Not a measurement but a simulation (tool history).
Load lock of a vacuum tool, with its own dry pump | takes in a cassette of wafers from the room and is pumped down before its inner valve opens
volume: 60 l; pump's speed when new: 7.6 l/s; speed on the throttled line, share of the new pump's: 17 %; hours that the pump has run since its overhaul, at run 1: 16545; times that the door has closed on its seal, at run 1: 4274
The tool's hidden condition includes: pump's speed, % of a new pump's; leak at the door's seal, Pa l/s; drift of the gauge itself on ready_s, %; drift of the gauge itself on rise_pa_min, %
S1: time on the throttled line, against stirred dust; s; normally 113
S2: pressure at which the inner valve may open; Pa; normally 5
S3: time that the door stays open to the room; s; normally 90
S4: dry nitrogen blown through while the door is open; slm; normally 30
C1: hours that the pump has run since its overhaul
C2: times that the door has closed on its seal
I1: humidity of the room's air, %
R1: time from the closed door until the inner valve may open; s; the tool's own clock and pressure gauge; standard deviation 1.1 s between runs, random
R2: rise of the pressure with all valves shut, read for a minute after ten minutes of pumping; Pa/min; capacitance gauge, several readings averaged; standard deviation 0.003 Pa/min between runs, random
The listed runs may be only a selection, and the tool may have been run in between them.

Run 1, hour 0.0: usual settings; C1 16545; C2 4274; I1 49.0. Result: R1 189.5 s, R2 0.056 Pa/min.
Run 2, hour 66.4: usual settings but S1 116 s; C1 16611; C2 4391; I1 44.5. Result: R1 191.5 s, R2 0.047 Pa/min.
Run 3, hour 158.7: usual settings but S1 116 s, S3 88 s; C1 16703; C2 4553; I1 47.3. Result: R1 191.2 s, R2 0.057 Pa/min.
Run 4, hour 289.0: usual settings but S1 116 s, S2 7 Pa, S3 88 s; C1 16834; C2 4781; I1 48.0. Result: R1 186.8 s, R2 0.060 Pa/min.
Run 5, hour 390.0: usual settings but S1 116 s, S2 7 Pa, S3 88 s; C1 16935; C2 4959; I1 44.8. Result: R1 186.0 s, R2 0.059 Pa/min.
Run 6, hour 451.2: usual settings but S1 116 s, S2 7 Pa, S3 88 s; C1 16996; C2 5066; I1 46.4. Result: R1 188.5 s, R2 0.064 Pa/min.
Run 7, hour 512.5: usual settings but S1 116 s, S2 7 Pa, S3 88 s; C1 17057; C2 5173; I1 43.9. Result: R1 190.1 s, R2 0.050 Pa/min.
Run 8, hour 615.4: usual settings but S1 116 s, S2 7 Pa, S3 88 s; C1 17160; C2 5354; I1 43.9. Result: R1 188.9 s, R2 0.051 Pa/min.
Run 9, hour 674.9: usual settings but S1 116 s, S2 7 Pa, S3 88 s; C1 17219; C2 5458; I1 44.5. Result: R1 189.3 s, R2 0.056 Pa/min.
Run 10, hour 804.8: usual settings but S1 116 s, S2 7 Pa, S3 88 s; C1 17349; C2 5686; I1 45.8. Result: R1 189.2 s, R2 0.060 Pa/min.
Run 11, hour 940.1: usual settings but S1 116 s, S2 7 Pa, S3 88 s; C1 17485; C2 5923; I1 44.0. Result: R1 188.0 s, R2 0.059 Pa/min.
Run 12, hour 1079.7: usual settings but S1 116 s, S2 7 Pa, S3 88 s; C1 17624; C2 6168; I1 46.3. Result: R1 188.2 s, R2 0.059 Pa/min.
Run 13, hour 1185.5: usual settings but S1 116 s, S2 7 Pa, S3 88 s; C1 17730; C2 6354; I1 45.3. Result: R1 190.0 s, R2 0.059 Pa/min.
Run 14, hour 1282.4: usual settings but S2 4 Pa, S3 137 s; C1 17827; C2 6524; I1 43.5. Result: R1 194.6 s, R2 0.070 Pa/min.
Run 15, hour 1404.6: usual settings but S2 4 Pa, S3 137 s; C1 17949; C2 6738; I1 43.6. Result: R1 195.4 s, R2 0.064 Pa/min.
Run 16, hour 1480.8: usual settings but S1 156 s, S3 54 s, S4 25 slm; C1 18025; C2 6872; I1 46.9. Result: R1 225.8 s, R2 0.054 Pa/min.
Run 17, hour 1555.6: usual settings but S1 173 s, S3 28 s; C1 18100; C2 7003; I1 44.1. Result: R1 239.2 s, R2 0.043 Pa/min.
Run 18, hour 1632.8: usual settings but S1 173 s, S3 28 s; C1 18177; C2 7139; I1 46.1. Result: R1 239.3 s, R2 0.047 Pa/min.
At hour 1664.3: dry pump taken out, an overhauled one fitted.
Run 19, hour 1765.7: usual settings but S1 173 s, S3 28 s; C1 101; C2 7361; I1 43.2. Result: R1 224.6 s, R2 0.038 Pa/min.
Run 20, hour 1858.5: usual settings but S1 93 s, S3 28 s; C1 194; C2 7524; I1 43.8. Result: R1 157.4 s, R2 0.040 Pa/min.
Run 21, hour 1950.7: usual settings but S1 93 s, S3 28 s; C1 286; C2 7686; I1 43.4. Result: R1 157.6 s, R2 0.049 Pa/min.
Run 22, hour 2027.8: usual settings but S1 93 s, S3 28 s; C1 364; C2 7821; I1 44.5. Result: R1 155.8 s, R2 0.044 Pa/min.
Run 23, hour 2132.2: usual settings but S1 93 s, S3 28 s; C1 468; C2 8004; I1 45.3. Result: R1 157.8 s, R2 0.038 Pa/min.

3 ways to go on from here, each from the tool as it stands after run 23. What would each give?
Run A, hour 2218.2: usual settings but S1 74 s, S3 176 s; C1 554; C2 8155; I1 45.1. Result: R1 ?, R2 ?.
Run B, hour 2218.2: usual settings but S1 70 s; C1 554; C2 8155; I1 44.7. Result: R1 ?, R2 ?.
Run C, hour 2218.2: usual settings but S1 93 s, S3 28 s, S4 5 slm; C1 554; C2 8155; I1 44.2. Result: R1 ?, R2 ?.

run     R1     R2
  A  141.3  0.083
  B  139.0  0.057
  C  157.5  0.058
With no hidden state in the tool, these same runs would have given:
run     R1     R2
  A  140.2  0.064
  B  137.9  0.038
  C  156.5  0.039
